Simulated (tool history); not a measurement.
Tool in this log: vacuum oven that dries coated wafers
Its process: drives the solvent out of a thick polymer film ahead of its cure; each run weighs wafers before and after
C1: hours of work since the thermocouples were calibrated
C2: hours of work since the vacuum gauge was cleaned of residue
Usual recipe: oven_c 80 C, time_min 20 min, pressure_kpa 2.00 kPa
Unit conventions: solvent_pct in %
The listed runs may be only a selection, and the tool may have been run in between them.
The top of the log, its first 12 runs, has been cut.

run 13 hour=371.3 | oven_c=80 time_min=20 pressure_kpa=2.00 | C1=66 C2=78 | solvent_pct=1.89
run 14 hour=409.8 | oven_c=80 time_min=20 pressure_kpa=2.00 | C1=91 C2=103 | solvent_pct=1.92
run 15 hour=447.9 | oven_c=80 time_min=20 pressure_kpa=2.00 | C1=115 C2=127 | solvent_pct=1.93
-- hour=463.3 vacuum gauge cleaned of residue and calibrated, once more
run 16 hour=492.5 | oven_c=80 time_min=20 pressure_kpa=2.00 | C1=143 C2=19 | solvent_pct=1.75
run 17 hour=538.7 | oven_c=80 time_min=20 pressure_kpa=2.00 | C1=173 C2=49 | solvent_pct=1.77
run 18 hour=573.2 | oven_c=80 time_min=20 pressure_kpa=2.00 | C1=196 C2=71 | solvent_pct=1.77
run 19 hour=602.5 | oven_c=80 time_min=20 pressure_kpa=2.00 | C1=215 C2=90 | solvent_pct=1.80
run 20 hour=648.7 | oven_c=70 time_min=19 pressure_kpa=3.07 | C1=244 C2=120 | solvent_pct=4.87
run 21 hour=690.3 | oven_c=70 time_min=19 pressure_kpa=3.07 | C1=271 C2=147 | solvent_pct=4.91
run 22 hour=736.7 | oven_c=72 time_min=20 pressure_kpa=2.00 | C1=301 C2=177 | solvent_pct=3.27

Estimate the outcome of run 23 from the log above:
run 23 hour=783.3 | oven_c=72 time_min=15 pressure_kpa=3.05 | C1=332 C2=207 | solvent_pct=?

{"run 23": {"solvent_pct": 5.35}}
Minus the tool's unlogged condition, the same run would have read solvent_pct 5.28 %.
